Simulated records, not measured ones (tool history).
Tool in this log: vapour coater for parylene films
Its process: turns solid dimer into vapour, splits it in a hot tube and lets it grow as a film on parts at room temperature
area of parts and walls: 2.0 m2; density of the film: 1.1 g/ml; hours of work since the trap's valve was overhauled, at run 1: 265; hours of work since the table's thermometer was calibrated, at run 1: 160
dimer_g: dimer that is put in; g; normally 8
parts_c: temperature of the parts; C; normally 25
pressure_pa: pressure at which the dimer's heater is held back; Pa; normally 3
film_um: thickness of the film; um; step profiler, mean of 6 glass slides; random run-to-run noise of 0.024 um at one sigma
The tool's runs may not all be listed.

run	day	dimer_g	parts_c	pressure_pa	hours of work since the trap's valve was overhauled	hours of work since the table's thermometer was calibrated	film_um
1	0	8	25	3	265	160	3.12
2	2.012	8	25	3	290	185	3.08
3	4.079	8	25	3	315	210	3.09
4	5.771	9	25	3	336	231	3.44
5	7.167	8	21	3	353	248	3.51
6	8.221	8	17	3	366	261	3.6
7	10.004	8	17	3	388	283	3.54
8	11.962	8	17	3	412	306	3.6
9	13.958	8	17	3	436	331	3.55
10	15.338	11	24	3.3	453	348	4.37
11	16.225	11	24	3.3	464	359	4.29
12	17.983	13	24	4.04	485	380	4.94
13	19.271	4	18	4.28	501	396	1.79
14	21.196	7	25	3	525	419	2.71
15	22.304	8	22	9.66	538	433	2.97
16	23.629	8	25	5.53	554	449	2.86

Here are 3 independent what-if runs from the current tool condition. What would each one return?
A	25.092	7	24	2.71	572	467	?
B	25.092	4	25	10.48	572	467	?
C	25.092	6	29	5.53	572	467	?

run	film_um
A	2.82
B	1.31
C	1.86
With the hidden condition removed and each run's random variation left untouched, the same runs would have given:
run	film_um
A	2.83
B	1.31
C	1.86

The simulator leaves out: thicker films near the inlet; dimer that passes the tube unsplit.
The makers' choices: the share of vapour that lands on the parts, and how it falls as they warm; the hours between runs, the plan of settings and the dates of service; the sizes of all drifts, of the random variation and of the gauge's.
